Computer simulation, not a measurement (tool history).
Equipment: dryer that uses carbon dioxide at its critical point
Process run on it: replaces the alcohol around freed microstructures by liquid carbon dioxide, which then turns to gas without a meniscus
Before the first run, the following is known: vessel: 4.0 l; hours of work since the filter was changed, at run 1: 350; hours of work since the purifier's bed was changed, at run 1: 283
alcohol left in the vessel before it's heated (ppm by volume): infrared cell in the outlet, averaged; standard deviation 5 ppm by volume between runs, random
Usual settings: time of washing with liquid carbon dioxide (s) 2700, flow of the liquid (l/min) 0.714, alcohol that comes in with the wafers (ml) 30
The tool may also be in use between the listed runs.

run	hour	time of washing with liquid carbon dioxide (s)	flow of the liquid (l/min)	alcohol that comes in with the wafers (ml)	hours of work since the filter was changed	hours of work since the purifier's bed was changed	alcohol left in the vessel before it's heated (ppm by volume)
1	0	2700	0.714	30	350	283	100
2	16.1	2580	0.714	30	360	293	108
3	30.2	2580	0.714	30	369	302	114
4	40.2	2580	0.714	30	375	308	103
5	50.8	2580	0.714	30	382	315	111
6	68	2700	1.04	30	393	326	92
7	83.4	2700	1.04	31	402	336	103
8	103.7	2700	1.04	31	415	349	109
9	120	2700	1.04	31	426	359	103
10	134.5	2700	1.04	31	435	368	105
11	147.2	2700	1.04	31	443	376	110
12	162.7	2700	1.04	31	453	386	115
13	182.5	2700	0.714	30	465	399	135
14	194.8	2700	0.714	30	473	406	128
15	205.1	2700	0.714	30	480	413	135
16	213.5	2700	0.714	30	485	418	133
17	226.2	4080	1.156	25	493	426	113
18	244	1680	1.006	88	504	438	229
19	260	2460	0.456	68	515	448	591
20	272	2220	1.043	36	522	455	135
21	286.9	2400	1.043	23	532	465	134

Estimate the outcome of run 22 from the log above:
22	299.5	3960	0.457	78	540	473	?

alcohol left in the vessel before it's heated (ppm by volume): 196
With no hidden state in the tool, this same run would have given alcohol left in the vessel before it's heated (ppm by volume) 36.

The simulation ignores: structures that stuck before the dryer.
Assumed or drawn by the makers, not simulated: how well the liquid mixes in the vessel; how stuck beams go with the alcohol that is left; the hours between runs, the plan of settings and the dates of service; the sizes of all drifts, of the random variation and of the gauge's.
